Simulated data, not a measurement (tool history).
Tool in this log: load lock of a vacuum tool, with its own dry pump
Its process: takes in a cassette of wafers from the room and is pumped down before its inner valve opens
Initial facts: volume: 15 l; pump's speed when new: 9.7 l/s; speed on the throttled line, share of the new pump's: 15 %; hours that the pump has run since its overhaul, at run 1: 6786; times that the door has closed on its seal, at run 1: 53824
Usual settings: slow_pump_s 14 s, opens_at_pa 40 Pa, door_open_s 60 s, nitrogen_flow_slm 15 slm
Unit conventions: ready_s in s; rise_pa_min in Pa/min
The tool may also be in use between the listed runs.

| run | hour | slow_pump_s | opens_at_pa | door_open_s | nitrogen_flow_slm | hours that the pump has run since its overhaul | times that the door has closed on its seal | incoming humidity of the room's air, % | ready_s | rise_pa_min |
|---|---|---|---|---|---|---|---|---|---|---|
| 1 | 0.0 | 14 | 40 | 60 | 15 | 6786 | 53824 | 45.6 | 24.4 | 0.346 |
| 2 | 158.0 | 14 | 40 | 60 | 15 | 6944 | 54464 | 46.2 | 24.5 | 0.349 |
| 3 | 359.0 | 14 | 40 | 60 | 15 | 7145 | 55278 | 47.9 | 24.2 | 0.359 |
| 4 | 483.3 | 14 | 29 | 60 | 15 | 7269 | 55781 | 44.2 | 24.9 | 0.364 |
| 5 | 645.0 | 14 | 29 | 60 | 15 | 7431 | 56436 | 43.8 | 25.4 | 0.364 |
|  | 663.0 | door's seal changed, seat wiped |
| 6 | 822.7 | 14 | 29 | 60 | 15 | 7607 | 647 | 42.3 | 25.2 | 0.069 |
| 7 | 1032.0 | 14 | 29 | 60 | 15 | 7816 | 1495 | 45.9 | 25.4 | 0.074 |
| 8 | 1291.4 | 14 | 40 | 60 | 15 | 8076 | 2545 | 44.2 | 24.7 | 0.078 |
| 9 | 1463.0 | 14 | 40 | 60 | 15 | 8247 | 3240 | 45.4 | 24.5 | 0.079 |
| 10 | 1597.8 | 14 | 40 | 60 | 15 | 8382 | 3786 | 45.6 | 24.9 | 0.080 |
| 11 | 1729.6 | 14 | 40 | 60 | 15 | 8514 | 4320 | 43.2 | 24.7 | 0.079 |
| 12 | 1990.0 | 14 | 40 | 60 | 15 | 8774 | 5375 | 44.9 | 24.7 | 0.087 |
| 13 | 2199.2 | 14 | 31 | 60 | 15 | 8983 | 6222 | 46.2 | 25.3 | 0.089 |
| 14 | 2470.0 | 27 | 48 | 26 | 7 | 9254 | 7319 | 44.7 | 35.0 | 0.074 |
| 15 | 2740.8 | 24 | 40 | 60 | 15 | 9525 | 8416 | 47.1 | 32.8 | 0.092 |
| 16 | 2896.0 | 14 | 29 | 60 | 9 | 9680 | 9045 | 43.2 | 25.4 | 0.102 |
| 17 | 3081.3 | 14 | 55 | 43 | 4 | 9866 | 9795 | 48.2 | 24.1 | 0.106 |
| 18 | 3296.5 | 13 | 33 | 60 | 15 | 10081 | 10667 | 43.6 | 24.2 | 0.102 |
| 19 | 3522.9 | 13 | 33 | 60 | 15 | 10307 | 11583 | 48.9 | 24.2 | 0.105 |
| 20 | 3659.7 | 12 | 40 | 60 | 15 | 10444 | 12137 | 45.1 | 22.9 | 0.104 |
| 21 | 3907.8 | 14 | 47 | 60 | 17 | 10692 | 13142 | 43.8 | 24.3 | 0.107 |
| 22 | 4056.8 | 14 | 47 | 60 | 17 | 10841 | 13746 | 44.2 | 24.4 | 0.107 |
| 23 | 4181.5 | 14 | 47 | 60 | 17 | 10966 | 14251 | 45.4 | 24.7 | 0.110 |
| 24 | 4320.6 | 14 | 40 | 60 | 15 | 11105 | 14814 | 45.5 | 24.7 | 0.113 |
| 25 | 4455.9 | 14 | 40 | 60 | 15 | 11240 | 15362 | 44.3 | 24.6 | 0.117 |

Here are 5 independent what-if runs from the current tool condition. What would each one return?
| A | 4689.4 | 13 | 39 | 60 | 15 | 11474 | 16308 | 43.4 | ? | ? |
| B | 4689.4 | 8 | 40 | 211 | 15 | 11474 | 16308 | 47.5 | ? | ? |
| C | 4689.4 | 10 | 55 | 44 | 15 | 11474 | 16308 | 44.8 | ? | ? |
| D | 4689.4 | 14 | 57 | 109 | 15 | 11474 | 16308 | 43.7 | ? | ? |
| E | 4689.4 | 11 | 40 | 62 | 12 | 11474 | 16308 | 43.9 | ? | ? |

| run | ready_s | rise_pa_min |
|---|---|---|
| A | 24.1 | 0.125 |
| B | 19.8 | 0.200 |
| C | 20.9 | 0.108 |
| D | 24.4 | 0.152 |
| E | 22.3 | 0.121 |
The same runs, with their run-to-run variation unchanged, on a tool lacking any hidden condition would have given:
| run | ready_s | rise_pa_min |
|---|---|---|
| A | 23.3 | 0.076 |
| B | 18.9 | 0.152 |
| C | 20.1 | 0.061 |
| D | 23.6 | 0.102 |
| E | 21.4 | 0.073 |
